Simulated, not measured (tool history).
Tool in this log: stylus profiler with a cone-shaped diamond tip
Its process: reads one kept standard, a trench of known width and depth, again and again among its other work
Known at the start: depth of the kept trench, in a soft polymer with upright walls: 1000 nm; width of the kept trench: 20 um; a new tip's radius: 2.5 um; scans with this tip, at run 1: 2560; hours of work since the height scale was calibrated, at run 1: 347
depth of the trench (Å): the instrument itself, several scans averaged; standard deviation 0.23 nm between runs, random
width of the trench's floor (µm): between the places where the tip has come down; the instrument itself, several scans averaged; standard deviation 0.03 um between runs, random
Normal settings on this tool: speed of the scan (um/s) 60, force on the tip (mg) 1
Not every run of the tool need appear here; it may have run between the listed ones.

| run | day | speed of the scan (um/s) | force on the tip (mg) | scans with this tip | hours of work since the height scale was calibrated | depth of the trench (Å) | width of the trench's floor (µm) |
|---|---|---|---|---|---|---|---|
| 1 | 0 | 60 | 1 | 2560 | 347 | 10099.2 | 15.38 |
| 2 | 3.475 | 60 | 1 | 2825 | 382 | 10100 | 15.36 |
| 3 | 5.575 | 60 | 1.35 | 2985 | 404 | 10119.7 | 15.4 |
| 4 | 9.896 | 60 | 1.35 | 3314 | 449 | 10119.1 | 15.37 |
| 5 | 12.817 | 60 | 1 | 3537 | 479 | 10104.3 | 15.28 |
| 6 | 15.429 | 60 | 1 | 3736 | 506 | 10104.8 | 15.22 |
| 7 | 18.296 | 60 | 1 | 3954 | 535 | 10107 | 15.22 |
| 8 | 21.35 | 228 | 1 | 4187 | 567 | 10107.2 | 14.17 |
| 9 | 25.029 | 228 | 1 | 4468 | 605 | 10105.8 | 14.18 |
| 10 | 27.9 | 228 | 1 | 4686 | 634 | 10107.5 | 14.17 |
| 11 | 29.85 | 228 | 1 | 4835 | 655 | 10109 | 14.06 |
| 12 | 33.342 | 228 | 1 | 5101 | 691 | 10114.9 | 14.09 |
| 13 | 36.638 | 60 | 0.86 | 5352 | 725 | 10106 | 15.1 |
| 14 | 38.55 | 60 | 0.86 | 5498 | 744 | 10104.9 | 15.04 |
| 15 | 40.342 | 60 | 0.86 | 5635 | 763 | 10108.4 | 14.98 |

Predict each of these 5 candidate next runs independently; none follows another, all start after run 15:
| A | 44.483 | 96 | 0.86 | 5950 | 806 | ? | ? |
| B | 44.483 | 111 | 1.72 | 5950 | 806 | ? | ? |
| C | 44.483 | 22 | 0.96 | 5950 | 806 | ? | ? |
| D | 44.483 | 25 | 0.86 | 5950 | 806 | ? | ? |
| E | 44.483 | 28 | 0.98 | 5950 | 806 | ? | ? |

| run | depth of the trench (Å) | width of the trench's floor (µm) |
|---|---|---|
| A | 10108.5 | 14.72 |
| B | 10152.8 | 14.85 |
| C | 10109.9 | 15.18 |
| D | 10107.2 | 15.15 |
| E | 10116.6 | 15.17 |
Had the tool no hidden state, the same runs would have come out as:
| run | depth of the trench (Å) | width of the trench's floor (µm) |
|---|---|---|
| A | 10078.2 | 15.4 |
| B | 10122.3 | 15.53 |
| C | 10079.5 | 15.86 |
| D | 10076.9 | 15.83 |
| E | 10086.2 | 15.84 |
